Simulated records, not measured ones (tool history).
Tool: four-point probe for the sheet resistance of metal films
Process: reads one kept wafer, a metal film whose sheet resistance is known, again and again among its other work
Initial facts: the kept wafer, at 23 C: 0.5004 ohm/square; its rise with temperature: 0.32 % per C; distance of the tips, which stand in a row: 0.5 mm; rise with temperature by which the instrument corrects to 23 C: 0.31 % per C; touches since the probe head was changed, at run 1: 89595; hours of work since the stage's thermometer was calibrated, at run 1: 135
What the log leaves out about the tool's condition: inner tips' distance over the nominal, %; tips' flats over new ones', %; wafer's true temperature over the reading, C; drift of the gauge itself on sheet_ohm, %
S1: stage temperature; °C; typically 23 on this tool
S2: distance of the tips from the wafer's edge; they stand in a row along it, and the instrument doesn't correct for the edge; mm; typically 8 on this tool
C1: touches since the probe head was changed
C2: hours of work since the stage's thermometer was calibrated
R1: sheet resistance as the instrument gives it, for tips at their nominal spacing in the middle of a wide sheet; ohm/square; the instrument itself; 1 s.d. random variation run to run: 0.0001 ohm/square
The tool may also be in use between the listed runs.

| run | hour | S1 | S2 | C1 | C2 | R1 |
|---|---|---|---|---|---|---|
| 1 | 0 | 23 | 8 | 89595 | 135 | 0.506618 |
| 2 | 11.1 | 30 | 8 | 90079 | 140 | 0.506689 |
| 3 | 22.3 | 23 | 8 | 90564 | 146 | 0.506524 |
| 4 | 38 | 23 | 8 | 91251 | 154 | 0.50656 |
| 5 | 54.2 | 23 | 8 | 91957 | 162 | 0.506614 |
| 6 | 67.9 | 19 | 8 | 92553 | 169 | 0.506369 |
| 7 | 75.3 | 19 | 8 | 92872 | 173 | 0.506276 |
| 8 | 88.2 | 25 | 63 | 93434 | 180 | 0.505683 |
| 9 | 97.5 | 25 | 63 | 93841 | 184 | 0.505787 |
| 10 | 109.6 | 22 | 7 | 94367 | 191 | 0.507019 |
| 11 | 122.3 | 24 | 49 | 94920 | 197 | 0.505705 |
| 12 | 137.7 | 21 | 4 | 95590 | 205 | 0.509776 |
| 13 | 149.3 | 28 | 70 | 96096 | 211 | 0.505718 |

3 ways to go on from here, each from the tool as it stands after run 13. What would each give?
| A | 156.5 | 20 | 6 | 96410 | 214 | ? |
| B | 156.5 | 31 | 26 | 96410 | 214 | ? |
| C | 156.5 | 26 | 16 | 96410 | 214 | ? |

| run | R1 |
|---|---|
| A | 0.507359 |
| B | 0.505994 |
| C | 0.506157 |
Had the tool no hidden state, the same runs would have come out as:
| run | R1 |
|---|---|
| A | 0.502072 |
| B | 0.500716 |
| C | 0.500879 |
